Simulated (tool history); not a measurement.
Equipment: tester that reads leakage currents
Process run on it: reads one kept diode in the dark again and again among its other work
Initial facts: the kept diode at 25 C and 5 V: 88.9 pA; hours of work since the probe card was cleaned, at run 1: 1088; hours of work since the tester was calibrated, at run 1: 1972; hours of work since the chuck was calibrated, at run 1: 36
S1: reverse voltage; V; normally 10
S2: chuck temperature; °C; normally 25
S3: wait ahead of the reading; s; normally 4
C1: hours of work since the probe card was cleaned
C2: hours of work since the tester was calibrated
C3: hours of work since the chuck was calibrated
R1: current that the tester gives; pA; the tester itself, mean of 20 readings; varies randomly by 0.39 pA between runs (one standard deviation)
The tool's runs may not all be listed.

run	hour	S1	S2	S3	C1	C2	C3	R1
1	0	10	25	4	1088	1972	36	139.75
2	70.6	10	25	4	1134	2018	82	140.75
3	137	1.9	25	4	1178	2061	125	55.48
4	197.5	1.9	25	4	1217	2101	164	55.44
5	257.5	1.9	25	4	1256	2140	203	54.98
6	345.7	10	25	7.25	1313	2197	261	139.16
7	426.6	10	25	7.25	1366	2250	313	139.21
8	475.8	10	25	7.25	1398	2282	346	138.6
9	536	10	25	7.25	1437	2321	385	137.6
10	623.2	10	25	7.25	1494	2378	442	137.95
11	665.7	10	25	7.25	1522	2406	469	139.26
12	716.6	10	25	7.25	1555	2439	502	138.53
13	759.2	10	25	7.25	1583	2467	530	137.76
14	829.8	10	25	4	1629	2512	576	139.16
15	918.1	10	33	4	1686	2570	634	251.74
16	1001.7	10	33	4	1741	2624	688	250.02
17	1091.9	4.1	26	4.12	1799	2683	747	88.15
18	1183.2	1.9	50	3.09	1859	2743	806	361.6
19	1261.8	3.3	25	4	1910	2794	857	71.61
20	1302.1	1	25	8.27	1936	2820	884	36.51
21	1368.2	1	25	2.98	1979	2863	927	36.47
22	1436.7	4.8	25	6.56	2024	2908	971	88.76
23	1488.5	4.8	25	6.56	2058	2941	1005	88.66
24	1568.6	16.1	25	2.42	2110	2994	1057	185.55
25	1659.2	10	25	0.94	2169	3053	1116	138.84
# hour 1675.7: probe card cleaned and baked
26	1724	12.9	39	4	31	3093	1156	400.93
27	1810.5	10.7	25	0.75	88	3149	1213	117.41
# hour 1841.8: chuck's temperature calibrated
28	1876.1	10.9	53	3.36	129	3191	22	1203.74

Per-run results on a tool with no hidden state, each run keeping its own random variation:
What the log doesn't record here: stray current of the dirty probe card, pA a volt; current scale over the true one, %; true chuck temperature over the reading, C; drift of the gauge itself on leakage_pa, %.
run	R1
1	128.09
2	129.09
3	53.89
4	54.02
5	53.73
6	128.09
7	128.24
8	127.75
9	126.93
10	127.49
11	128.8
12	128.24
13	127.56
14	128.99
15	250.68
16	249.91
17	87.51
18	391.69
19	71.68
20	38.42
21	38.49
22	87.35
23	87.36
24	165.2
25	129.73
26	459.76
27	135.55
28	1205.25

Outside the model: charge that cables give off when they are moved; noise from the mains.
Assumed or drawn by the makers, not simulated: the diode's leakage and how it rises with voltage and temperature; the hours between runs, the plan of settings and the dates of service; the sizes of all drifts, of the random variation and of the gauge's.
